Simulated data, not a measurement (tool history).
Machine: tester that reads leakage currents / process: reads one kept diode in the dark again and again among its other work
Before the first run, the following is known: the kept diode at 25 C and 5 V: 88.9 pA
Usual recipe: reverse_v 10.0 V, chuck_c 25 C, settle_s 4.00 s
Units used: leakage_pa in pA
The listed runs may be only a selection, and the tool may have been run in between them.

run	hour	reverse_v	chuck_c	settle_s	leakage_pa
1	0.0	10.0	25	4.00	139.75
2	70.6	10.0	25	4.00	140.75
3	137.0	1.9	25	4.00	55.48
4	197.5	1.9	25	4.00	55.44
5	257.5	1.9	25	4.00	54.98
6	345.7	10.0	25	7.25	139.16
7	426.6	10.0	25	7.25	139.21
8	475.8	10.0	25	7.25	138.60
9	536.0	10.0	25	7.25	137.60
10	623.2	10.0	25	7.25	137.95
11	665.7	10.0	25	7.25	139.26
12	716.6	10.0	25	7.25	138.53
13	759.2	10.0	25	7.25	137.76
14	829.8	10.0	25	4.00	139.16
15	918.1	10.0	33	4.00	251.74
16	1001.7	10.0	33	4.00	250.02
17	1091.9	4.1	26	4.12	88.15
18	1183.2	1.9	50	3.09	361.60
19	1261.8	3.3	25	4.00	71.61
20	1302.1	1.0	25	8.27	36.51
21	1368.2	1.0	25	2.98	36.47
22	1436.7	4.8	25	6.56	88.76
23	1488.5	4.8	25	6.56	88.66
24	1568.6	16.1	25	2.42	185.55
25	1659.2	10.0	25	0.94	138.84
# hour 1675.7: probe card cleaned and baked
26	1724.0	12.9	39	4.00	400.93
27	1810.5	10.7	25	0.75	117.41
# hour 1841.8: chuck's temperature calibrated
28	1876.1	10.9	53	3.36	1203.74

Each row is a separate what-if for the run after 28, all from the same tool condition, not one after another. Results?
A	1959.1	9.0	37	0.38	?
B	1959.1	12.2	58	1.42	?
C	1959.1	10.9	22	0.50	?
D	1959.1	10.9	20	3.36	?

run	leakage_pa
A	329.53
B	1823.78
C	109.45
D	88.87
Take away the tool's hidden state, keep each run's random variation, and the runs would have read:
run	leakage_pa
A	330.33
B	1835.26
C	107.83
D	87.09

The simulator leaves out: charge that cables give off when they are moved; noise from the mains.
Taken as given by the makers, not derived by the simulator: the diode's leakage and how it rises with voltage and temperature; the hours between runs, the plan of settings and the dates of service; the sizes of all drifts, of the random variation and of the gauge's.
